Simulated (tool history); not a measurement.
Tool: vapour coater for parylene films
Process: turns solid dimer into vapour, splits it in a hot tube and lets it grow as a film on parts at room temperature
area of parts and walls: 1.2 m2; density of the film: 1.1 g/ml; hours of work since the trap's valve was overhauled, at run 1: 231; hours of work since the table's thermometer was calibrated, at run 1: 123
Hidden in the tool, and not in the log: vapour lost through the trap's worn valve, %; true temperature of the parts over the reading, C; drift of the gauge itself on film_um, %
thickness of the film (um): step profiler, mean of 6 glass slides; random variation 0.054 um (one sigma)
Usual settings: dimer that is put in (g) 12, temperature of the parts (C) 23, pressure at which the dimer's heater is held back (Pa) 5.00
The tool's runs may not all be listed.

run	hour	dimer that is put in (g)	temperature of the parts (C)	pressure at which the dimer's heater is held back (Pa)	hours of work since the trap's valve was overhauled	hours of work since the table's thermometer was calibrated	thickness of the film (um)
1	0.0	12	23	5.00	231	123	6.10
2	81.1	12	23	5.00	288	180	5.96
3	148.6	12	23	5.00	336	227	5.99
4	225.3	12	23	5.00	390	281	5.99
5	279.1	12	18	5.00	428	319	6.57
6	344.0	5	18	5.00	474	365	2.77
7	426.0	5	18	5.00	531	423	2.70
8	488.6	5	18	5.00	575	467	2.62
# hour 499.5: trap's valve overhauled
9	537.2	6	18	2.18	27	498	3.87
10	604.8	6	18	2.18	74	546	3.90
11	653.9	12	23	4.24	109	580	6.19
12	721.0	12	23	4.97	156	627	6.22
13	792.1	12	23	3.63	206	677	6.38
14	863.1	19	15	3.61	256	727	11.72

Hidden state at the last listed run before each entry between runs and at the first one after, where it differs:
Between runs 8 and 9: trap's valve overhauled (hour 499.5)
  vapour lost through the trap's worn valve, %: 6.5 -> 0.6; true temperature of the parts over the reading, C: 0.25 -> 0.27
  measured less the result without the state, thickness of the film (um): -0.20 -> -0.05
